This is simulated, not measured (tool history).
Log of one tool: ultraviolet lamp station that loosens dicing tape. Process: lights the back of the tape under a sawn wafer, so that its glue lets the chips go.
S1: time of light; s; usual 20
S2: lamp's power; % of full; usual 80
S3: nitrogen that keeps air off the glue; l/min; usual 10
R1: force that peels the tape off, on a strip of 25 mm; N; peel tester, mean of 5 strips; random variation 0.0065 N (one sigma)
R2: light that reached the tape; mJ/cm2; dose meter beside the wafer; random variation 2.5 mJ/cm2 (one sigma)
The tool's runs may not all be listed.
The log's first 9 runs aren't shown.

{"run": 10, "hour": 424.3, "S1": 20, "S2": 80, "S3": 17, "R1": 0.357, "R2": 221}
{"run": 11, "hour": 468.3, "S1": 20, "S2": 80, "S3": 17, "R1": 0.372, "R2": 207}
{"run": 12, "hour": 516.9, "S1": 14, "S2": 80, "S3": 10, "R1": 1.543, "R2": 148}
{"run": 13, "hour": 557.6, "S1": 14, "S2": 80, "S3": 10, "R1": 1.57, "R2": 144}
{"run": 14, "hour": 608.0, "S1": 20, "S2": 80, "S3": 10, "R1": 0.729, "R2": 200}
{"hour": 637.9, "done": "window cleaned of glue's vapour"}
{"run": 15, "hour": 683.1, "S1": 20, "S2": 80, "S3": 19, "R1": 0.263, "R2": 238}
{"run": 16, "hour": 752.9, "S1": 20, "S2": 80, "S3": 5, "R1": 1.025, "R2": 229}
{"run": 17, "hour": 799.5, "S1": 20, "S2": 80, "S3": 5, "R1": 1.108, "R2": 226}
{"hour": 822.5, "done": "lamp changed"}
{"run": 18, "hour": 866.6, "S1": 16, "S2": 80, "S3": 5, "R1": 0.976, "R2": 235}
{"run": 19, "hour": 917.0, "S1": 40, "S2": 80, "S3": 10, "R1": 0.09, "R2": 579}
{"run": 20, "hour": 982.4, "S1": 11, "S2": 79, "S3": 3, "R1": 3.076, "R2": 155}
{"run": 21, "hour": 1040.5, "S1": 20, "S2": 60, "S3": 16, "R1": 0.432, "R2": 206}
{"run": 22, "hour": 1077.0, "S1": 22, "S2": 65, "S3": 7, "R1": 0.601, "R2": 241}

Forecast run 23:
{"run": 23, "hour": 1123.9, "S1": 22, "S2": 65, "S3": 7, "R1": "?", "R2": "?"}

R1: 0.679 N
R2: 235 mJ/cm2
Without the tool's hidden state the same run would have given R1 0.423 N, R2 280 mJ/cm2.
